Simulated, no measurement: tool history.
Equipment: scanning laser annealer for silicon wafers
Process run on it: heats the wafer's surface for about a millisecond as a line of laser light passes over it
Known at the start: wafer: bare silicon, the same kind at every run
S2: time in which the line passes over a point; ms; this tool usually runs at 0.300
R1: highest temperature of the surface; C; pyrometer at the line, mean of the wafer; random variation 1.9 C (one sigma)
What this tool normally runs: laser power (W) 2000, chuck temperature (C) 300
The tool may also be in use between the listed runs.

Run 1, hour 0.0: usual settings. Result: R1 1084 C.
Run 2, hour 46.1: usual settings. Result: R1 1087 C.
Run 3, hour 98.3: usual settings. Result: R1 1082 C.
Run 4, hour 147.3: usual settings but laser power (W) 2184. Result: R1 1152 C.
Run 5, hour 193.0: usual settings but laser power (W) 2184, chuck temperature (C) 290. Result: R1 1137 C.
Run 6, hour 225.9: usual settings but laser power (W) 2184, chuck temperature (C) 290. Result: R1 1136 C.
Run 7, hour 265.3: usual settings but laser power (W) 2184, chuck temperature (C) 290. Result: R1 1133 C.
Run 8, hour 308.3: usual settings but laser power (W) 2184, chuck temperature (C) 290. Result: R1 1131 C.
Run 9, hour 337.6: usual settings. Result: R1 1067 C.
Run 10, hour 368.8: usual settings. Result: R1 1061 C.
Run 11, hour 414.4: usual settings but laser power (W) 2033. Result: R1 1122 C.
Run 12, hour 451.3: usual settings but laser power (W) 2033. Result: R1 1120 C.
Run 13, hour 480.3: usual settings but laser power (W) 2033. Result: R1 1117 C.
Run 14, hour 514.5: usual settings but chuck temperature (C) 328. Result: R1 1128 C.
Run 15, hour 537.5: usual settings but chuck temperature (C) 307. Result: R1 1108 C.
Run 16, hour 575.9: usual settings but chuck temperature (C) 321. Result: R1 1118 C.
Run 17, hour 611.6: usual settings but S2 0.342 ms, chuck temperature (C) 287. Result: R1 1145 C.
Run 18, hour 640.5: usual settings but laser power (W) 2103, S2 0.342 ms, chuck temperature (C) 308. Result: R1 1215 C.
Run 19, hour 674.4: usual settings but laser power (W) 2103, S2 0.248 ms, chuck temperature (C) 291. Result: R1 1037 C.
Run 20, hour 717.2: usual settings but laser power (W) 1785. Result: R1 998 C.
Run 21, hour 765.8: usual settings but laser power (W) 1785. Result: R1 996 C.
Run 22, hour 787.6: usual settings but laser power (W) 2089, chuck temperature (C) 310. Result: R1 1130 C.
Run 23, hour 816.1: usual settings but laser power (W) 1782, S2 0.366 ms, chuck temperature (C) 271. Result: R1 1048 C.
Run 24, hour 849.1: usual settings but laser power (W) 1782, S2 0.366 ms, chuck temperature (C) 271. Result: R1 1049 C.
Run 25, hour 878.2: usual settings but laser power (W) 1782, S2 0.366 ms, chuck temperature (C) 271. Result: R1 1047 C.
Run 26, hour 918.8: usual settings but laser power (W) 1713, S2 0.273 ms, chuck temperature (C) 305. Result: R1 928 C.
Run 27, hour 948.6: usual settings but laser power (W) 1713, S2 0.273 ms, chuck temperature (C) 305. Result: R1 925 C.
Run 28, hour 1005.7: usual settings but laser power (W) 1713, S2 0.273 ms, chuck temperature (C) 305. Result: R1 936 C.
Run 29, hour 1027.3: usual settings but laser power (W) 1822, S2 0.246 ms. Result: R1 934 C.
Run 30, hour 1079.8: usual settings but laser power (W) 2141, S2 0.244 ms, chuck temperature (C) 309. Result: R1 1048 C.

Removed from this log: 2 entries logged between the listed runs. Between which two listed runs does each belong, and how does the tool's hidden state at the listed run before it compare with that at the listed run after it?
Logged between run 10 and run 11: window over the wafer cleaned (hour 414.3)
  light that passes the window, % of a clean one's: 94.39 -> 99.78; laser's true power over the reading, %: 0.42 -> 0.44; width of the line over the set one, %: 3.09 -> 3.16
  the result without the hidden state subtracted from the measured one, R1: -55 -> -10 C
Logged between run 27 and run 28: optics aligned, line set to its width (hour 959.6)
  light that passes the window, % of a clean one's: 95.9 -> 95.51; laser's true power over the reading, %: 0.65 -> 0.67; width of the line over the set one, %: 4.04 -> 0.4
  the result without the hidden state subtracted from the measured one, R1: -36 -> -28 C

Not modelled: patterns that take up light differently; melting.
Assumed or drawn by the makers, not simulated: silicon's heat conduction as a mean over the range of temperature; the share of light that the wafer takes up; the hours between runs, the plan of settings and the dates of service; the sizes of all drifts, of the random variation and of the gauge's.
